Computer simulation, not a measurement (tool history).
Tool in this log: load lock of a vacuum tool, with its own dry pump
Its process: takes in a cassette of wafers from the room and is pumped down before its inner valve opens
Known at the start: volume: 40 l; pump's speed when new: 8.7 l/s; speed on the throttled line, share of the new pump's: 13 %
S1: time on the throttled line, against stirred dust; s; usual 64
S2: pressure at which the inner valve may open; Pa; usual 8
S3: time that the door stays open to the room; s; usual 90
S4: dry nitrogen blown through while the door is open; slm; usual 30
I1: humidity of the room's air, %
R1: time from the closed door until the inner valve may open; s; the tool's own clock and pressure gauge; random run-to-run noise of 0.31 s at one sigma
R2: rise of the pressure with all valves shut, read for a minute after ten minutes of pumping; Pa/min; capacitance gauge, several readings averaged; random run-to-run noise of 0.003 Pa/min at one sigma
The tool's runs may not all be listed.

{"run": 1, "hour": 0.0, "S1": 64, "S2": 8, "S3": 90, "S4": 30, "I1": 41, "R1": 100.7, "R2": 0.255}
{"run": 2, "hour": 286.3, "S1": 64, "S2": 8, "S3": 90, "S4": 30, "I1": 46.3, "R1": 100.8, "R2": 0.283}
{"run": 3, "hour": 609.0, "S1": 64, "S2": 11, "S3": 90, "S4": 30, "I1": 45.8, "R1": 99.3, "R2": 0.281}
{"hour": 831.8, "done": "door's seal changed, seat wiped"}
{"run": 4, "hour": 871.8, "S1": 64, "S2": 11, "S3": 30, "S4": 30, "I1": 46.4, "R1": 99.3, "R2": 0.035}
{"run": 5, "hour": 1196.1, "S1": 64, "S2": 11, "S3": 30, "S4": 30, "I1": 44.5, "R1": 100.2, "R2": 0.041}
{"run": 6, "hour": 1524.4, "S1": 64, "S2": 8, "S3": 90, "S4": 30, "I1": 46.2, "R1": 101.1, "R2": 0.052}
{"run": 7, "hour": 1743.5, "S1": 64, "S2": 8, "S3": 90, "S4": 30, "I1": 41.4, "R1": 101.4, "R2": 0.056}
{"run": 8, "hour": 2063.6, "S1": 64, "S2": 8, "S3": 90, "S4": 30, "I1": 47.2, "R1": 101, "R2": 0.062}
{"run": 9, "hour": 2380.3, "S1": 64, "S2": 8, "S3": 90, "S4": 30, "I1": 44.2, "R1": 101.5, "R2": 0.055}
{"run": 10, "hour": 2578.8, "S1": 64, "S2": 8, "S3": 90, "S4": 30, "I1": 45, "R1": 101.6, "R2": 0.065}
{"run": 11, "hour": 2896.9, "S1": 64, "S2": 13, "S3": 90, "S4": 30, "I1": 45, "R1": 99.6, "R2": 0.07}
{"run": 12, "hour": 3106.1, "S1": 64, "S2": 13, "S3": 90, "S4": 30, "I1": 45.4, "R1": 99.5, "R2": 0.064}
{"run": 13, "hour": 3357.0, "S1": 64, "S2": 13, "S3": 90, "S4": 30, "I1": 46.2, "R1": 99, "R2": 0.069}
{"run": 14, "hour": 3633.6, "S1": 64, "S2": 13, "S3": 90, "S4": 30, "I1": 44.7, "R1": 99.1, "R2": 0.07}
{"run": 15, "hour": 3816.9, "S1": 64, "S2": 12, "S3": 90, "S4": 30, "I1": 44.5, "R1": 100.3, "R2": 0.076}
{"run": 16, "hour": 4010.9, "S1": 64, "S2": 12, "S3": 90, "S4": 30, "I1": 42.8, "R1": 100.4, "R2": 0.077}
{"run": 17, "hour": 4280.3, "S1": 64, "S2": 8, "S3": 90, "S4": 30, "I1": 47.3, "R1": 102.7, "R2": 0.082}
{"run": 18, "hour": 4591.1, "S1": 64, "S2": 8, "S3": 90, "S4": 30, "I1": 40.5, "R1": 102.8, "R2": 0.079}
{"run": 19, "hour": 4916.8, "S1": 64, "S2": 8, "S3": 90, "S4": 30, "I1": 46.2, "R1": 102.3, "R2": 0.086}
{"run": 20, "hour": 5188.5, "S1": 64, "S2": 8, "S3": 90, "S4": 30, "I1": 43.2, "R1": 102.8, "R2": 0.086}
{"run": 21, "hour": 5333.5, "S1": 89, "S2": 8, "S3": 168, "S4": 42, "I1": 45.8, "R1": 124.4, "R2": 0.094}
{"run": 22, "hour": 5599.9, "S1": 64, "S2": 8, "S3": 81, "S4": 44, "I1": 44.9, "R1": 103, "R2": 0.088}
{"run": 23, "hour": 5922.0, "S1": 85, "S2": 10, "S3": 164, "S4": 5, "I1": 43, "R1": 120.4, "R2": 0.152}
{"run": 24, "hour": 6088.8, "S1": 104, "S2": 8, "S3": 90, "S4": 30, "I1": 45.1, "R1": 138.2, "R2": 0.101}
{"run": 25, "hour": 6307.6, "S1": 104, "S2": 8, "S3": 90, "S4": 30, "I1": 45.7, "R1": 137.1, "R2": 0.103}
{"run": 26, "hour": 6452.4, "S1": 100, "S2": 8, "S3": 90, "S4": 30, "I1": 50.6, "R1": 134.8, "R2": 0.11}
{"run": 27, "hour": 6760.3, "S1": 98, "S2": 13, "S3": 103, "S4": 30, "I1": 49.9, "R1": 131.3, "R2": 0.121}
{"run": 28, "hour": 7037.2, "S1": 98, "S2": 13, "S3": 103, "S4": 30, "I1": 45.7, "R1": 130.8, "R2": 0.117}
{"run": 29, "hour": 7246.9, "S1": 46, "S2": 13, "S3": 106, "S4": 30, "I1": 47.9, "R1": 85.7, "R2": 0.128}
{"run": 30, "hour": 7494.5, "S1": 33, "S2": 8, "S3": 103, "S4": 30, "I1": 45.1, "R1": 77.6, "R2": 0.126}
{"run": 31, "hour": 7725.3, "S1": 100, "S2": 8, "S3": 186, "S4": 17, "I1": 43.2, "R1": 135, "R2": 0.158}
{"run": 32, "hour": 7911.3, "S1": 64, "S2": 16, "S3": 30, "S4": 30, "I1": 43.3, "R1": 101.2, "R2": 0.115}
{"run": 33, "hour": 8078.7, "S1": 64, "S2": 16, "S3": 30, "S4": 30, "I1": 45.7, "R1": 100.8, "R2": 0.124}
{"run": 34, "hour": 8266.4, "S1": 118, "S2": 8, "S3": 90, "S4": 15, "I1": 47.8, "R1": 151.5, "R2": 0.158}
{"run": 35, "hour": 8585.5, "S1": 64, "S2": 10, "S3": 223, "S4": 11, "I1": 43.4, "R1": 103.4, "R2": 0.194}
{"run": 36, "hour": 8870.8, "S1": 64, "S2": 8, "S3": 36, "S4": 21, "I1": 43.7, "R1": 104.7, "R2": 0.14}
{"run": 37, "hour": 9005.6, "S1": 64, "S2": 8, "S3": 36, "S4": 21, "I1": 43.1, "R1": 105.3, "R2": 0.142}

Below, each run's measurement less what the same run would have read without the hidden state. Both values contain the same run-to-run variation, but the gauge's scatter may not be the same in both:
Hidden state present: pump's speed, % of a new pump's; leak at the door's seal, Pa l/s; drift of the gauge itself on ready_s, %; drift of the gauge itself on rise_pa_min, %.
run=1 R1=+0.9 R2=+0.209
run=2 R1=+1.1 R2=+0.225
run=3 R1=+1.1 R2=+0.228
run=4 R1=+1.2 R2=+0.001
run=5 R1=+1.3 R2=+0.002
run=6 R1=+1.5 R2=+0.004
run=7 R1=+1.6 R2=+0.005
run=8 R1=+1.7 R2=+0.008
run=9 R1=+1.9 R2=+0.009
run=10 R1=+2 R2=+0.011
run=11 R1=+2 R2=+0.014
run=12 R1=+2.1 R2=+0.016
run=13 R1=+2.2 R2=+0.019
run=14 R1=+2.3 R2=+0.022
run=15 R1=+2.6 R2=+0.024
run=16 R1=+2.6 R2=+0.026
run=17 R1=+2.9 R2=+0.029
run=18 R1=+3 R2=+0.032
run=19 R1=+3.2 R2=+0.036
run=20 R1=+3.4 R2=+0.04
run=21 R1=+3 R2=+0.042
run=22 R1=+3.6 R2=+0.046
run=23 R1=+3.3 R2=+0.051
run=24 R1=+3.2 R2=+0.053
run=25 R1=+3.3 R2=+0.056
run=26 R1=+3.5 R2=+0.057
run=27 R1=+3.4 R2=+0.062
run=28 R1=+3.5 R2=+0.065
run=29 R1=+4.4 R2=+0.069
run=30 R1=+5 R2=+0.073
run=31 R1=+4.1 R2=+0.077
run=32 R1=+4.3 R2=+0.081
run=33 R1=+4.4 R2=+0.083
run=34 R1=+4.1 R2=+0.086
run=35 R1=+4.9 R2=+0.093
run=36 R1=+5.3 R2=+0.099
run=37 R1=+5.4 R2=+0.1
